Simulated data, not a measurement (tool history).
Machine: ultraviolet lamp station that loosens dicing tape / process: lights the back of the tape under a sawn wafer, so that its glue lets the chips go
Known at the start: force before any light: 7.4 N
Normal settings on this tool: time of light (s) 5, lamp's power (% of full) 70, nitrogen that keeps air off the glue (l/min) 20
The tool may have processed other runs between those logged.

run,hour,time of light (s),lamp's power (% of full),nitrogen that keeps air off the glue (l/min),force that peels the tape off (N),light that reached the tape (mJ/cm2)
1,0.0,5,70,20,0.879,425
2,43.0,5,70,20,0.934,417
3,76.3,5,70,20,0.971,416
4,114.9,5,70,20,1.004,404
# hour 146.4: window cleaned of glue's vapour
5,147.6,5,70,20,0.768,471
6,194.9,5,70,14,0.930,459
7,221.7,5,70,20,0.838,452
8,271.0,5,70,20,0.851,440
9,307.8,5,70,20,0.918,434
10,332.0,5,70,20,0.902,425
11,374.9,5,67,20,0.968,403
12,420.1,5,67,20,1.037,392
13,461.8,5,67,20,1.114,382
14,496.9,5,70,14,1.171,389
15,537.4,5,70,14,1.302,382
# hour 575.7: window cleaned of glue's vapour
16,582.4,5,96,20,0.432,596
17,618.3,3,70,20,2.030,259
18,653.3,3,70,20,2.018,252
19,703.8,5,70,20,0.978,410
20,753.4,5,70,20,1.018,404
21,788.4,5,70,20,1.036,395
22,828.9,5,98,7,0.942,537
23,884.2,5,74,26,0.926,396
24,918.8,6,81,12,0.776,512
25,945.6,3,88,20,1.828,274
26,991.8,2,70,28,3.353,145
# hour 1005.8: window cleaned of glue's vapour
27,1019.9,2,70,28,3.038,165
28,1052.6,2,70,28,3.101,162
29,1100.4,2,65,29,3.353,147
30,1141.0,4,77,14,1.530,340
31,1180.5,4,77,14,1.557,327
32,1227.5,8,64,11,0.755,537
33,1275.9,8,64,11,0.788,521
34,1327.0,4,67,18,1.934,263
35,1383.0,2,67,18,3.755,128
36,1429.9,10,70,10,0.489,654
# hour 1438.7: window cleaned of glue's vapour
37,1471.0,10,70,10,0.386,766
38,1497.3,6,93,18,0.447,598
39,1523.0,3,66,11,2.913,211
40,1553.3,4,88,12,1.389,363
41,1597.7,4,88,12,1.528,357
42,1636.1,4,88,12,1.542,344

Some steps in force that peels the tape off (N), run to run, broken into two amounts with sign: the step expected even without the hidden condition (settings, incoming material, random variation), and the rest, left for the hidden condition together with whatever gauge scatter is not in both the measured and the hidden-condition-free result:
Hidden state present: lamp's light, % of a new lamp's; light that the window lets through, % of a clean one's; drift of the gauge itself on peel_n, %; drift of the gauge itself on dose_mj_cm2, %.
Run 29 -> 30: time of light (s) 2 -> 4, lamp's power (% of full) 65 -> 77, nitrogen that keeps air off the glue (l/min) 29 -> 14. force that peels the tape off (N) -1.823: hidden state -0.104, all else -1.719.
Run 33 -> 34: time of light (s) 8 -> 4, lamp's power (% of full) 64 -> 67, nitrogen that keeps air off the glue (l/min) 11 -> 18. force that peels the tape off (N) +1.146: hidden state +0.414, all else +0.732.
Run 35 -> 36: time of light (s) 2 -> 10, lamp's power (% of full) 67 -> 70, nitrogen that keeps air off the glue (l/min) 18 -> 10. force that peels the tape off (N) -3.266: hidden state -0.705, all else -2.561.
Run 38 -> 39: time of light (s) 6 -> 3, lamp's power (% of full) 93 -> 66, nitrogen that keeps air off the glue (l/min) 18 -> 11. force that peels the tape off (N) +2.466: hidden state +0.580, all else +1.886.

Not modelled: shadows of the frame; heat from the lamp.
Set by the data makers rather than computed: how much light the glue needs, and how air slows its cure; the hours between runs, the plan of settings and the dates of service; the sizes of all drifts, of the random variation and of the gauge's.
